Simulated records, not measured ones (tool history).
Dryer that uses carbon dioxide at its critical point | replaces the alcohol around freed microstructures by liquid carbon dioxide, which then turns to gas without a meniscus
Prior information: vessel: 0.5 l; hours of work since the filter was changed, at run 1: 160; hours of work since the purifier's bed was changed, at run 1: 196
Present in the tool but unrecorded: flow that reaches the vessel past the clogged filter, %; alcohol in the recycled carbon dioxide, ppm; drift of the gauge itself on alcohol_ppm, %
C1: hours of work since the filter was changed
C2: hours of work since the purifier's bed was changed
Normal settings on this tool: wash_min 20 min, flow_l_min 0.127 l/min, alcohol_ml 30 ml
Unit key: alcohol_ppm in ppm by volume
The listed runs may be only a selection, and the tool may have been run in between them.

run 1 day=0 | wash_min=20 flow_l_min=0.127 alcohol_ml=30 | C1=160 C2=196 | alcohol_ppm=1353
run 2 day=0.35 | wash_min=20 flow_l_min=0.127 alcohol_ml=30 | C1=164 C2=200 | alcohol_ppm=1338
run 3 day=0.604 | wash_min=20 flow_l_min=0.127 alcohol_ml=30 | C1=167 C2=203 | alcohol_ppm=1365
run 4 day=0.796 | wash_min=20 flow_l_min=0.127 alcohol_ml=30 | C1=170 C2=205 | alcohol_ppm=1383
run 5 day=1.196 | wash_min=20 flow_l_min=0.127 alcohol_ml=30 | C1=174 C2=210 | alcohol_ppm=1384
run 6 day=1.454 | wash_min=20 flow_l_min=0.127 alcohol_ml=30 | C1=177 C2=213 | alcohol_ppm=1378
run 7 day=1.642 | wash_min=20 flow_l_min=0.127 alcohol_ml=30 | C1=180 C2=215 | alcohol_ppm=1433
run 8 day=2.008 | wash_min=20 flow_l_min=0.127 alcohol_ml=52 | C1=184 C2=219 | alcohol_ppm=2332
run 9 day=2.229 | wash_min=20 flow_l_min=0.127 alcohol_ml=30 | C1=187 C2=222 | alcohol_ppm=1391
run 10 day=2.454 | wash_min=20 flow_l_min=0.127 alcohol_ml=30 | C1=189 C2=225 | alcohol_ppm=1411
run 11 day=2.704 | wash_min=20 flow_l_min=0.127 alcohol_ml=68 | C1=192 C2=227 | alcohol_ppm=3178
run 12 day=2.896 | wash_min=20 flow_l_min=0.127 alcohol_ml=68 | C1=194 C2=230 | alcohol_ppm=3100
run 13 day=3.233 | wash_min=20 flow_l_min=0.127 alcohol_ml=68 | C1=198 C2=234 | alcohol_ppm=3194
run 14 day=3.667 | wash_min=20 flow_l_min=0.127 alcohol_ml=68 | C1=204 C2=239 | alcohol_ppm=3142
run 15 day=4.004 | wash_min=20 flow_l_min=0.127 alcohol_ml=96 | C1=208 C2=243 | alcohol_ppm=4397
run 16 day=4.308 | wash_min=20 flow_l_min=0.127 alcohol_ml=30 | C1=211 C2=247 | alcohol_ppm=1456
run 17 day=4.492 | wash_min=20 flow_l_min=0.127 alcohol_ml=30 | C1=213 C2=249 | alcohol_ppm=1437
run 18 day=4.879 | wash_min=20 flow_l_min=0.127 alcohol_ml=30 | C1=218 C2=253 | alcohol_ppm=1410
run 19 day=5.117 | wash_min=21 flow_l_min=0.127 alcohol_ml=30 | C1=221 C2=256 | alcohol_ppm=1215
run 20 day=5.375 | wash_min=21 flow_l_min=0.127 alcohol_ml=30 | C1=224 C2=259 | alcohol_ppm=1219
run 21 day=5.683 | wash_min=21 flow_l_min=0.127 alcohol_ml=30 | C1=227 C2=263 | alcohol_ppm=1239
run 22 day=6.021 | wash_min=21 flow_l_min=0.127 alcohol_ml=30 | C1=231 C2=267 | alcohol_ppm=1210
run 23 day=6.404 | wash_min=20 flow_l_min=0.127 alcohol_ml=30 | C1=236 C2=271 | alcohol_ppm=1495
run 24 day=6.625 | wash_min=16 flow_l_min=0.177 alcohol_ml=85 | C1=239 C2=274 | alcohol_ppm=2540
run 25 day=6.9 | wash_min=21 flow_l_min=0.177 alcohol_ml=69 | C1=242 C2=277 | alcohol_ppm=604
run 26 day=7.162 | wash_min=21 flow_l_min=0.177 alcohol_ml=69 | C1=245 C2=280 | alcohol_ppm=597
run 27 day=7.408 | wash_min=21 flow_l_min=0.177 alcohol_ml=69 | C1=248 C2=283 | alcohol_ppm=605
run 28 day=7.692 | wash_min=30 flow_l_min=0.102 alcohol_ml=112 | C1=251 C2=287 | alcohol_ppm=2555
run 29 day=8.104 | wash_min=30 flow_l_min=0.117 alcohol_ml=33 | C1=256 C2=291 | alcohol_ppm=432
run 30 day=8.342 | wash_min=15 flow_l_min=0.123 alcohol_ml=73 | C1=259 C2=294 | alcohol_ppm=9588
run 31 day=8.658 | wash_min=15 flow_l_min=0.096 alcohol_ml=21 | C1=263 C2=298 | alcohol_ppm=5107
run 32 day=9.083 | wash_min=15 flow_l_min=0.096 alcohol_ml=21 | C1=268 C2=303 | alcohol_ppm=5319
run 33 day=9.412 | wash_min=15 flow_l_min=0.096 alcohol_ml=21 | C1=272 C2=307 | alcohol_ppm=5275
run 34 day=9.8 | wash_min=26 flow_l_min=0.127 alcohol_ml=20 | C1=276 C2=311 | alcohol_ppm=371
run 35 day=10.221 | wash_min=17 flow_l_min=0.183 alcohol_ml=24 | C1=281 C2=316 | alcohol_ppm=528
run 36 day=10.579 | wash_min=17 flow_l_min=0.183 alcohol_ml=24 | C1=285 C2=321 | alcohol_ppm=534
run 37 day=11.021 | wash_min=17 flow_l_min=0.183 alcohol_ml=24 | C1=291 C2=326 | alcohol_ppm=549
run 38 day=11.362 | wash_min=12 flow_l_min=0.083 alcohol_ml=50 | C1=295 C2=330 | alcohol_ppm=23761
run 39 day=11.688 | wash_min=12 flow_l_min=0.083 alcohol_ml=50 | C1=298 C2=334 | alcohol_ppm=23565
run 40 day=12.008 | wash_min=12 flow_l_min=0.083 alcohol_ml=50 | C1=302 C2=338 | alcohol_ppm=23945
run 41 day=12.362 | wash_min=20 flow_l_min=0.094 alcohol_ml=24 | C1=306 C2=342 | alcohol_ppm=3256
run 42 day=12.796 | wash_min=20 flow_l_min=0.094 alcohol_ml=24 | C1=312 C2=347 | alcohol_ppm=3318
run 43 day=13.238 | wash_min=20 flow_l_min=0.182 alcohol_ml=38 | C1=317 C2=352 | alcohol_ppm=424
run 44 day=13.525 | wash_min=20 flow_l_min=0.178 alcohol_ml=25 | C1=320 C2=356 | alcohol_ppm=334
run 45 day=13.808 | wash_min=20 flow_l_min=0.178 alcohol_ml=25 | C1=324 C2=359 | alcohol_ppm=326

Each row is a separate what-if for the run after 45, all from the same tool condition, not one after another. Results?
run A day=14.133 | wash_min=13 flow_l_min=0.127 alcohol_ml=30 | C1=327 C2=363 | alcohol_ppm=?
run B day=14.133 | wash_min=13 flow_l_min=0.127 alcohol_ml=119 | C1=327 C2=363 | alcohol_ppm=?
run C day=14.133 | wash_min=30 flow_l_min=0.085 alcohol_ml=53 | C1=327 C2=363 | alcohol_ppm=?
run D day=14.133 | wash_min=31 flow_l_min=0.178 alcohol_ml=99 | C1=327 C2=363 | alcohol_ppm=?
run E day=14.133 | wash_min=20 flow_l_min=0.133 alcohol_ml=20 | C1=327 C2=363 | alcohol_ppm=?

run=A alcohol_ppm=5474
run=B alcohol_ppm=21822
run=C alcohol_ppm=2777
run=D alcohol_ppm=123
run=E alcohol_ppm=892
With the hidden condition removed and each run's random variation left untouched, the same runs would have given:
run=A alcohol_ppm=4547
run=B alcohol_ppm=18267
run=C alcohol_ppm=2079
run=D alcohol_ppm=38
run=E alcohol_ppm=629

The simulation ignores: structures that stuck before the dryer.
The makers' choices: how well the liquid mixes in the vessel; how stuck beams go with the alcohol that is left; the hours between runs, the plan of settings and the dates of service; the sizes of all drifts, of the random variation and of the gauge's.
